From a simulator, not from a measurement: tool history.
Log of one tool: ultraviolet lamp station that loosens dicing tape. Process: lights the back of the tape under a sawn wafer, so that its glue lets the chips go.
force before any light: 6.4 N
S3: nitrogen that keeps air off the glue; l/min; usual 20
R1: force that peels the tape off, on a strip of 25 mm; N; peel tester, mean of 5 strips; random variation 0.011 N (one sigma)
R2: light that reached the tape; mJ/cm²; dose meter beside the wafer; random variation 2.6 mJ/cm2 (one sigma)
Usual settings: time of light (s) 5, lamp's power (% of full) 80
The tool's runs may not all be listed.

Run 1, hour 0: usual settings. Result: R1 0.642 N, R2 307 mJ/cm².
Run 2, hour 19.2: usual settings. Result: R1 0.635 N, R2 292 mJ/cm².
Run 3, hour 40.9: usual settings. Result: R1 0.658 N, R2 298 mJ/cm².
Run 4, hour 81.2: usual settings. Result: R1 0.697 N, R2 293 mJ/cm².
Run 5, hour 119.2: usual settings but time of light (s) 3. Result: R1 1.624 N, R2 176 mJ/cm².
Run 6, hour 162.1: usual settings but time of light (s) 3. Result: R1 1.637 N, R2 168 mJ/cm².
Run 7, hour 199: usual settings. Result: R1 0.752 N, R2 273 mJ/cm².
Run 8, hour 218.7: usual settings. Result: R1 0.72 N, R2 276 mJ/cm².
Run 9, hour 251.8: usual settings but S3 7 l/min. Result: R1 1.569 N, R2 271 mJ/cm².
Run 10, hour 283.1: usual settings but S3 7 l/min. Result: R1 1.573 N, R2 264 mJ/cm².
At hour 289.2: window cleaned of glue's vapour.
Run 11, hour 307.2: usual settings but time of light (s) 7, S3 7 l/min. Result: R1 0.982 N, R2 363 mJ/cm².
Run 12, hour 326.9: usual settings but time of light (s) 3, lamp's power (% of full) 81, S3 33 l/min. Result: R1 1.462 N, R2 157 mJ/cm².

Run 13 comes next. What will it give?
Run 13, hour 369.5: usual settings but time of light (s) 3, lamp's power (% of full) 81, S3 33 l/min. Result: R1 ?, R2 ?.

{"run 13": {"R1": 1.498, "R2": 152}}
Without the tool's hidden state the same run would have given R1 0.932 N, R2 206 mJ/cm².

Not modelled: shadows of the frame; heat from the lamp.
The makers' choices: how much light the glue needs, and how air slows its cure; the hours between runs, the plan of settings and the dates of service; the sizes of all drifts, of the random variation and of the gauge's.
